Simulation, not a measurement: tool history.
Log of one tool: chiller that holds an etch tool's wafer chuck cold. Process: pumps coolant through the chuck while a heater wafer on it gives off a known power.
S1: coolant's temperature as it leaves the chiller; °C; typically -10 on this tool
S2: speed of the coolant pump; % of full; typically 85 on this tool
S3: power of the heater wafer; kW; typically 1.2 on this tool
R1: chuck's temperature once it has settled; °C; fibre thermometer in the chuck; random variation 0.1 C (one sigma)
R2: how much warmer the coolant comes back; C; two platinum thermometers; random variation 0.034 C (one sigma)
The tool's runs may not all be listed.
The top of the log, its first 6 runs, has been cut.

Run 7, hour 172.8: usual settings. Result: R1 -0.5 °C, R2 5.18 C.
Run 8, hour 211.3: usual settings. Result: R1 -0.5 °C, R2 5.13 C.
Run 9, hour 246.8: usual settings but S1 -8 °C. Result: R1 1.6 °C, R2 5.17 C.
Run 10, hour 280.7: usual settings. Result: R1 -0.4 °C, R2 5.15 C.
Run 11, hour 320.4: usual settings but S3 0.67 kW. Result: R1 -4.4 °C, R2 2.85 C.
Run 12, hour 350.5: usual settings but S2 97 % of full, S3 0.67 kW. Result: R1 -5.4 °C, R2 2.48 C.
Run 13, hour 371.2: usual settings but S2 97 % of full, S3 0.67 kW. Result: R1 -5.3 °C, R2 2.5 C.
Run 14, hour 411.3: usual settings. Result: R1 -0.3 °C, R2 5.25 C.
Run 15, hour 434.6: usual settings but S3 0.665 kW. Result: R1 -4.7 °C, R2 2.93 C.
Run 16, hour 456.3: usual settings but S3 0.665 kW. Result: R1 -4.8 °C, R2 2.87 C.
Run 17, hour 483.6: usual settings but S3 0.665 kW. Result: R1 -4.7 °C, R2 2.9 C.
Run 18, hour 514.6: usual settings but S3 0.665 kW. Result: R1 -5 °C, R2 2.87 C.
Run 19, hour 545.1: usual settings but S2 98 % of full, S3 1.59 kW. Result: R1 1.1 °C, R2 5.9 C.
Run 20, hour 585.8: usual settings but S1 -9 °C, S2 73 % of full, S3 0.663 kW. Result: R1 -2.8 °C, R2 3.46 C.
Run 21, hour 629.1: usual settings but S1 -9 °C, S2 73 % of full, S3 0.663 kW. Result: R1 -2.8 °C, R2 3.47 C.
Run 22, hour 669.1: usual settings but S1 -13 °C, S2 69 % of full, S3 1.296 kW. Result: R1 0.1 °C, R2 7.16 C.
Run 23, hour 698.9: usual settings but S1 -13 °C, S2 69 % of full, S3 1.296 kW. Result: R1 0.2 °C, R2 7.21 C.
Run 24, hour 731.7: usual settings but S1 -1 °C, S2 67 % of full, S3 0.903 kW. Result: R1 8.5 °C, R2 5.21 C.
Run 25, hour 752.8: usual settings but S1 0 °C, S2 83 % of full, S3 1.484 kW. Result: R1 12.7 °C, R2 6.61 C.
Run 26, hour 787.2: usual settings but S1 0 °C, S2 83 % of full, S3 1.484 kW. Result: R1 12.6 °C, R2 6.69 C.
Run 27, hour 827.9: usual settings but S2 66 % of full, S3 1.223 kW. Result: R1 3.2 °C, R2 7.13 C.
Run 28, hour 860.4: usual settings but S2 66 % of full, S3 1.223 kW. Result: R1 3.1 °C, R2 7.17 C.
Run 29, hour 904.7: usual settings but S1 -17 °C, S3 0.706 kW. Result: R1 -11.2 °C, R2 3.1 C.
Run 30, hour 948.3: usual settings but S1 -13 °C, S3 1.793 kW. Result: R1 2 °C, R2 7.93 C.
Run 31, hour 989.9: usual settings but S1 -13 °C, S3 1.793 kW. Result: R1 1.8 °C, R2 7.88 C.

Predict each of these 5 candidate next runs independently; none follows another, all start after run 31:
Run A, hour 1019.4: usual settings but S1 -18 °C, S2 77 % of full, S3 0.609 kW. Result: R1 ?, R2 ?.
Run B, hour 1019.4: usual settings but S1 -13 °C, S2 74 % of full, S3 1.793 kW. Result: R1 ?, R2 ?.
Run C, hour 1019.4: usual settings but S1 -1 °C. Result: R1 ?, R2 ?.
Run D, hour 1019.4: usual settings but S3 1.385 kW. Result: R1 ?, R2 ?.
Run E, hour 1019.4: usual settings but S3 1.382 kW. Result: R1 ?, R2 ?.

run     R1    R2
  A  -12.6  3.02
  B    4.3  9.22
  C    8.9  5.29
  D    1.8  6.09
  E    1.6  6.08
Stripped of hidden state, with their random variation kept, the same runs would have yielded:
run     R1    R2
  A  -13.2  2.86
  B    1.7  8.74
  C    7.5  5.01
  D    0.1  5.77
  E   -0.1  5.76
